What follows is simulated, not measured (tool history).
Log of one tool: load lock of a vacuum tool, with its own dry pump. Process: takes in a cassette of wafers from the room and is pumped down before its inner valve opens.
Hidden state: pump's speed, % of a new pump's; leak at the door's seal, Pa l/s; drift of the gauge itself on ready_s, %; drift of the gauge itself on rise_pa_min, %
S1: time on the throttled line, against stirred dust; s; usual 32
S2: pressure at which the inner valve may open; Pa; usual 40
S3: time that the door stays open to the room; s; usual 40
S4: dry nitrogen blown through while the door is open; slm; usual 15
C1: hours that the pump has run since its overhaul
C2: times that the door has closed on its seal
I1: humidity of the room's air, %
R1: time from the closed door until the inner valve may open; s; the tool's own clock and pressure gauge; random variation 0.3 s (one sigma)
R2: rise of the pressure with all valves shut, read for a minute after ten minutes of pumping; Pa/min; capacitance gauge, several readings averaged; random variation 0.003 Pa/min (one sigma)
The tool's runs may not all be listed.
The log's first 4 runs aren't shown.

Run 5, hour 2350.3: usual settings but S3 79 s; C1 6283; C2 22313; I1 46.2. Result: R1 51.1 s, R2 0.131 Pa/min.
Run 6, hour 2822.6: usual settings but S3 79 s; C1 6755; C2 22864; I1 46.3. Result: R1 50.5 s, R2 0.14 Pa/min.
Run 7, hour 3341.2: usual settings but S3 79 s; C1 7273; C2 23469; I1 47.5. Result: R1 50.9 s, R2 0.142 Pa/min.
Run 8, hour 3672.6: usual settings but S3 79 s; C1 7605; C2 23855; I1 45.6. Result: R1 51 s, R2 0.135 Pa/min.
Run 9, hour 4027.8: usual settings but S4 25 slm; C1 7960; C2 24269; I1 43.9. Result: R1 50.8 s, R2 0.112 Pa/min.
Run 10, hour 4607: usual settings but S4 25 slm; C1 8539; C2 24945; I1 46.4. Result: R1 51.5 s, R2 0.12 Pa/min.
Run 11, hour 5193.8: usual settings but S4 25 slm; C1 9126; C2 25629; I1 48.5. Result: R1 50.9 s, R2 0.135 Pa/min.
Run 12, hour 5782.1: usual settings but S4 25 slm; C1 9714; C2 26315; I1 44.6. Result: R1 51.7 s, R2 0.135 Pa/min.
Run 13, hour 6308.2: usual settings but S4 25 slm; C1 10240; C2 26928; I1 45. Result: R1 51.7 s, R2 0.131 Pa/min.
Run 14, hour 6795.6: usual settings but S4 25 slm; C1 10728; C2 27496; I1 46.9. Result: R1 51.2 s, R2 0.142 Pa/min.
Run 15, hour 7257.7: usual settings but S4 25 slm; C1 11190; C2 28035; I1 45.4. Result: R1 51.7 s, R2 0.141 Pa/min.
Run 16, hour 7682.5: usual settings but S4 25 slm; C1 11615; C2 28531; I1 40.1. Result: R1 51.6 s, R2 0.146 Pa/min.

Run 17 comes next. What will it give?
At hour 7726: dry pump taken out, an overhauled one fitted.
Run 17, hour 8313.2: usual settings but S1 45 s; C1 587; C2 29259; I1 49.2. Result: R1 ?, R2 ?.

R1: 60 s
R2: 0.158 Pa/min
Without the tool's hidden state the same run would have given R1 59.9 s, R2 0.037 Pa/min.
